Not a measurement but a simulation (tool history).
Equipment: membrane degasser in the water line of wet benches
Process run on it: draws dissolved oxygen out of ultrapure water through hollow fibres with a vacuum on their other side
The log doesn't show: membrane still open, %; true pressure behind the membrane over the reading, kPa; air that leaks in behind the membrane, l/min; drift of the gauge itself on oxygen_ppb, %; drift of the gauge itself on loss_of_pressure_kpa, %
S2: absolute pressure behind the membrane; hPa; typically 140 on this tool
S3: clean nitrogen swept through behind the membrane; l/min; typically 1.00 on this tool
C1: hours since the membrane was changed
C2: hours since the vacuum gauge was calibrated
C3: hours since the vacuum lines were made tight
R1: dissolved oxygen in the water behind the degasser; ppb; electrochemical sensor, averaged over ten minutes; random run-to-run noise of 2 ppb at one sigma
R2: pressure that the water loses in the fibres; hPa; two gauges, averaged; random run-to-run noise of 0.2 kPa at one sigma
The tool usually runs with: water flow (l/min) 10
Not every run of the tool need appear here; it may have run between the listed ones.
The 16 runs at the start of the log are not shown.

{"run": 17, "day": 72.583, "water flow (l/min)": 10, "S2": 140, "S3": 1.0, "C1": 7300, "C2": 1742, "C3": 1742, "R1": 271.7, "R2": 491.9}
{"run": 18, "day": 76.325, "water flow (l/min)": 10, "S2": 140, "S3": 2.56, "C1": 7390, "C2": 1832, "C3": 1832, "R1": 119.9, "R2": 494.3}
{"run": 19, "day": 82.117, "water flow (l/min)": 10, "S2": 273, "S3": 0.42, "C1": 7529, "C2": 1971, "C3": 1971, "R1": 1148.7, "R2": 495.0}
{"run": 20, "day": 86.05, "water flow (l/min)": 8, "S2": 86, "S3": 2.09, "C1": 7624, "C2": 2065, "C3": 2065, "R1": 57.5, "R2": 396.2}
{"run": 21, "day": 92.079, "water flow (l/min)": 10, "S2": 141, "S3": 0.62, "C1": 7768, "C2": 2210, "C3": 2210, "R1": 408.7, "R2": 498.2}
{"run": 22, "day": 97.346, "water flow (l/min)": 9, "S2": 264, "S3": 1.07, "C1": 7895, "C2": 2336, "C3": 2336, "R1": 466.2, "R2": 447.3}
{"run": 23, "day": 102.417, "water flow (l/min)": 8, "S2": 140, "S3": 2.15, "C1": 8016, "C2": 2458, "C3": 2458, "R1": 106.5, "R2": 396.7}
{"run": 24, "day": 106.4, "water flow (l/min)": 8, "S2": 140, "S3": 2.15, "C1": 8112, "C2": 2554, "C3": 2554, "R1": 107.1, "R2": 398.6}
{"run": 25, "day": 111.5, "water flow (l/min)": 9, "S2": 153, "S3": 0.83, "C1": 8234, "C2": 2676, "C3": 2676, "R1": 319.6, "R2": 445.1}
{"run": 26, "day": 115.925, "water flow (l/min)": 10, "S2": 281, "S3": 1.0, "C1": 8341, "C2": 2782, "C3": 2782, "R1": 583.5, "R2": 500.2}
{"run": 27, "day": 119.817, "water flow (l/min)": 9, "S2": 119, "S3": 1.66, "C1": 8434, "C2": 2876, "C3": 2876, "R1": 128.7, "R2": 449.7}
{"run": 28, "day": 124.85, "water flow (l/min)": 12, "S2": 140, "S3": 1.0, "C1": 8555, "C2": 2996, "C3": 2996, "R1": 342.1, "R2": 594.2}
{"run": 29, "day": 128.162, "water flow (l/min)": 9, "S2": 140, "S3": 0.48, "C1": 8634, "C2": 3076, "C3": 3076, "R1": 459.4, "R2": 445.1}
{"run": 30, "day": 131.95, "water flow (l/min)": 10, "S2": 88, "S3": 0.73, "C1": 8725, "C2": 3167, "C3": 3167, "R1": 200.2, "R2": 502.2}
{"run": 31, "day": 136.946, "water flow (l/min)": 10, "S2": 88, "S3": 0.73, "C1": 8845, "C2": 3287, "C3": 3287, "R1": 200.1, "R2": 502.3}

Branching from run 31: 4 alternative next runs. What would each branch give?
{"run": "A", "day": 141.288, "water flow (l/min)": 8, "S2": 109, "S3": 1.99, "C1": 8949, "C2": 3391, "C3": 3391, "R1": "?", "R2": "?"}
{"run": "B", "day": 141.288, "water flow (l/min)": 15, "S2": 140, "S3": 0.51, "C1": 8949, "C2": 3391, "C3": 3391, "R1": "?", "R2": "?"}
{"run": "C", "day": 141.288, "water flow (l/min)": 10, "S2": 172, "S3": 1.0, "C1": 8949, "C2": 3391, "C3": 3391, "R1": "?", "R2": "?"}
{"run": "D", "day": 141.288, "water flow (l/min)": 6, "S2": 102, "S3": 0.73, "C1": 8949, "C2": 3391, "C3": 3391, "R1": "?", "R2": "?"}

run=A R1=87.7 R2=405.0
run=B R1=728.6 R2=752.0
run=C R1=350.1 R2=506.8
run=D R1=147.9 R2=301.5
Take away the tool's hidden state, keep each run's random variation, and the runs would have read:
run=A R1=79.1 R2=361.4
run=B R1=680.8 R2=670.4
run=C R1=327.2 R2=452.0
run=D R1=136.2 R2=268.8

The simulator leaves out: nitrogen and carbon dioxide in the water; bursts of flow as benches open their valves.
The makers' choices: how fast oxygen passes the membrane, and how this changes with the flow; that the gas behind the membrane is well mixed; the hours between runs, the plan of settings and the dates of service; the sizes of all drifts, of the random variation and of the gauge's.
